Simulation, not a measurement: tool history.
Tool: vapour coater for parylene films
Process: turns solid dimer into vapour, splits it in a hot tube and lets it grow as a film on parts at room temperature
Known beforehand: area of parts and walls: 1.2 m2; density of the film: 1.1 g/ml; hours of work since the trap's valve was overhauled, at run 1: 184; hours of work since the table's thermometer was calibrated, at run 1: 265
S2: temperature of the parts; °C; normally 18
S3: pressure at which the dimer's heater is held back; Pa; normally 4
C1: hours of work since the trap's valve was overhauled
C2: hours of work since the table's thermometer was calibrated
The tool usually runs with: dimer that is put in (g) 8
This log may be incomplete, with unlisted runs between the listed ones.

{"run": 1, "hour": 0.0, "dimer that is put in (g)": 8, "S2": 18, "S3": 4, "C1": 184, "C2": 265, "thickness of the film (um)": 3.21}
{"run": 2, "hour": 39.9, "dimer that is put in (g)": 8, "S2": 18, "S3": 4, "C1": 207, "C2": 288, "thickness of the film (um)": 3.27}
{"hour": 84.0, "done": "trap's valve overhauled"}
{"run": 3, "hour": 93.9, "dimer that is put in (g)": 8, "S2": 18, "S3": 4, "C1": 6, "C2": 317, "thickness of the film (um)": 3.46}
{"run": 4, "hour": 117.0, "dimer that is put in (g)": 8, "S2": 18, "S3": 4, "C1": 19, "C2": 331, "thickness of the film (um)": 3.35}
{"run": 5, "hour": 153.8, "dimer that is put in (g)": 8, "S2": 18, "S3": 4.25, "C1": 41, "C2": 352, "thickness of the film (um)": 3.44}
{"run": 6, "hour": 178.0, "dimer that is put in (g)": 8, "S2": 18, "S3": 4.25, "C1": 55, "C2": 367, "thickness of the film (um)": 3.42}
{"run": 7, "hour": 217.2, "dimer that is put in (g)": 8, "S2": 17, "S3": 4, "C1": 78, "C2": 390, "thickness of the film (um)": 3.4}
{"run": 8, "hour": 248.2, "dimer that is put in (g)": 8, "S2": 17, "S3": 4, "C1": 96, "C2": 408, "thickness of the film (um)": 3.44}
{"run": 9, "hour": 282.2, "dimer that is put in (g)": 8, "S2": 17, "S3": 4, "C1": 116, "C2": 428, "thickness of the film (um)": 3.37}
{"run": 10, "hour": 334.3, "dimer that is put in (g)": 8, "S2": 18, "S3": 2.07, "C1": 146, "C2": 458, "thickness of the film (um)": 3.42}
{"run": 11, "hour": 377.7, "dimer that is put in (g)": 8, "S2": 18, "S3": 2.07, "C1": 172, "C2": 483, "thickness of the film (um)": 3.41}
{"run": 12, "hour": 407.8, "dimer that is put in (g)": 8, "S2": 18, "S3": 2.07, "C1": 189, "C2": 501, "thickness of the film (um)": 3.37}
{"run": 13, "hour": 440.4, "dimer that is put in (g)": 8, "S2": 18, "S3": 2.07, "C1": 208, "C2": 520, "thickness of the film (um)": 3.42}
{"run": 14, "hour": 464.1, "dimer that is put in (g)": 12, "S2": 20, "S3": 2.72, "C1": 222, "C2": 534, "thickness of the film (um)": 4.74}
{"hour": 480.9, "done": "trap's valve overhauled"}
{"run": 15, "hour": 500.0, "dimer that is put in (g)": 12, "S2": 20, "S3": 2.72, "C1": 11, "C2": 553, "thickness of the film (um)": 5.11}
{"run": 16, "hour": 548.7, "dimer that is put in (g)": 7, "S2": 21, "S3": 4, "C1": 40, "C2": 581, "thickness of the film (um)": 2.78}
{"run": 17, "hour": 598.0, "dimer that is put in (g)": 7, "S2": 21, "S3": 4, "C1": 69, "C2": 610, "thickness of the film (um)": 2.78}
{"run": 18, "hour": 651.0, "dimer that is put in (g)": 7, "S2": 15, "S3": 4, "C1": 99, "C2": 641, "thickness of the film (um)": 3.15}
{"run": 19, "hour": 702.5, "dimer that is put in (g)": 3, "S2": 19, "S3": 9.49, "C1": 130, "C2": 671, "thickness of the film (um)": 1.16}
{"run": 20, "hour": 749.0, "dimer that is put in (g)": 3, "S2": 19, "S3": 9.49, "C1": 157, "C2": 698, "thickness of the film (um)": 1.11}
{"run": 21, "hour": 782.2, "dimer that is put in (g)": 3, "S2": 17, "S3": 4.96, "C1": 176, "C2": 718, "thickness of the film (um)": 1.27}
{"run": 22, "hour": 827.7, "dimer that is put in (g)": 3, "S2": 17, "S3": 5.98, "C1": 203, "C2": 744, "thickness of the film (um)": 1.2}
{"run": 23, "hour": 849.5, "dimer that is put in (g)": 8, "S2": 20, "S3": 3.76, "C1": 216, "C2": 757, "thickness of the film (um)": 3.12}

How would selected steps in thickness of the film (um) from run to run divide? Give the signed amount a tool lacking its hidden state would still show from settings, what came in and random variation, and the signed amount left for the hidden state, including any gauge scatter that is not in both of the compared results.
What the log doesn't record here: vapour lost through the trap's worn valve, %; true temperature of the parts over the reading, C; drift of the gauge itself on film_um, %.
Run 2 -> 3: trap's valve overhauled. thickness of the film (um) +0.19: hidden state +0.19, all else +0.
Run 14 -> 15: trap's valve overhauled. thickness of the film (um) +0.37: hidden state +0.29, all else +0.08.
Run 15 -> 16: dimer that is put in (g) 12 -> 7, S2 20 -> 21, S3 2.72 -> 4. thickness of the film (um) -2.33: hidden state +0, all else -2.33.
Run 18 -> 19: dimer that is put in (g) 7 -> 3, S2 15 -> 19, S3 4 -> 9.49. thickness of the film (um) -1.99: hidden state +0.07, all else -2.06.
